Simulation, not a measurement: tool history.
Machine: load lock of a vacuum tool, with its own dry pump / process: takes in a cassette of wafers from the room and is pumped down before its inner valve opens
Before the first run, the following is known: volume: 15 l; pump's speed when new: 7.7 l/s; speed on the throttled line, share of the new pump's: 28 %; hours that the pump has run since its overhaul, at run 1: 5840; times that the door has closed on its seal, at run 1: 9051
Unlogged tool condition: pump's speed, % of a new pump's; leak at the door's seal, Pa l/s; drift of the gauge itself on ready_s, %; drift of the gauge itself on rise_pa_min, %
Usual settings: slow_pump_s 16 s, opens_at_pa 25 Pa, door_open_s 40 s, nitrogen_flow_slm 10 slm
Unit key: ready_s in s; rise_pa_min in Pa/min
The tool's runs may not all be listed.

run	day	slow_pump_s	opens_at_pa	door_open_s	nitrogen_flow_slm	hours that the pump has run since its overhaul	times that the door has closed on its seal	incoming humidity of the room's air, %	ready_s	rise_pa_min
1	0.000	16	25	40	10	5840	9051	43.9	27.6	0.079
2	10.308	14	25	40	10	6088	10133	45.5	26.4	0.083
3	22.321	14	25	40	10	6376	11395	49.8	25.9	0.085
4	34.308	16	25	40	8	6664	12654	44.0	27.5	0.083
5	44.375	16	25	40	8	6905	13712	45.8	27.9	0.094
6	52.112	16	25	40	8	7091	14524	43.5	27.4	0.079
7	66.067	16	25	64	10	7426	15990	47.3	27.3	0.101
8	77.050	16	25	64	10	7690	17144	44.6	27.5	0.088
9	84.446	16	25	237	10	7867	17920	43.1	27.9	0.140
10	93.550	16	25	40	10	8086	18877	48.0	27.7	0.088
11	106.729	16	22	40	10	8402	20261	47.1	28.0	0.088
# day 113.933: door's seal changed, seat wiped
12	117.896	16	22	40	10	8668	416	42.9	28.6	0.076
13	126.392	16	40	40	10	8872	1309	45.6	26.9	0.082
14	132.929	16	40	40	10	9029	1995	45.2	26.6	0.083
15	143.842	16	40	40	10	9291	3142	43.9	26.6	0.077
16	154.079	16	25	40	10	9537	4217	50.1	28.3	0.095
17	161.017	16	25	40	10	9703	4946	40.8	28.4	0.075
18	168.100	8	18	27	27	9873	5690	47.2	22.9	0.060
19	180.608	8	18	27	27	10174	7003	47.0	22.8	0.059
20	193.925	8	18	27	27	10493	8402	44.9	23.0	0.056
21	208.450	8	20	101	11	10842	9928	46.6	22.4	0.111
22	223.438	20	35	128	25	11202	11502	45.7	29.3	0.092
23	235.004	25	35	174	8	11479	12717	47.5	32.8	0.145
24	246.008	16	36	40	25	11743	13873	45.7	27.5	0.061
25	253.479	13	36	76	11	11922	14658	45.9	24.4	0.102
26	265.621	13	36	76	11	12214	15933	43.9	24.9	0.094
27	275.108	13	36	69	11	12442	16929	45.2	24.5	0.096
28	281.579	14	36	204	11	12597	17609	44.5	25.8	0.131
29	289.642	12	25	152	10	12790	18456	40.0	24.6	0.114
30	297.100	12	25	152	10	12969	19239	43.4	24.4	0.119
# day 299.738: dry pump taken out, an overhauled one fitted
31	312.454	14	25	40	31	305	20826	47.8	26.5	0.065
# day 315.196: door's seal changed, seat wiped
32	325.979	22	26	55	6	628	1133	46.5	31.8	0.098
33	333.546	20	30	40	10	810	1928	45.9	30.4	0.082

Hidden state at the last listed run before each entry between runs and at the first one after, where it differs:
In the gap between runs 11 and 12: door's seal changed, seat wiped (day 113.933)
  leak at the door's seal, Pa l/s: 0.0026 -> 0.002
In the gap between runs 30 and 31: dry pump taken out, an overhauled one fitted (day 299.738)
  pump's speed, % of a new pump's: 99.9 -> 100; leak at the door's seal, Pa l/s: 0.0025 -> 0.0026
In the gap between runs 31 and 32: door's seal changed, seat wiped (day 315.196)
  leak at the door's seal, Pa l/s: 0.0026 -> 0.002

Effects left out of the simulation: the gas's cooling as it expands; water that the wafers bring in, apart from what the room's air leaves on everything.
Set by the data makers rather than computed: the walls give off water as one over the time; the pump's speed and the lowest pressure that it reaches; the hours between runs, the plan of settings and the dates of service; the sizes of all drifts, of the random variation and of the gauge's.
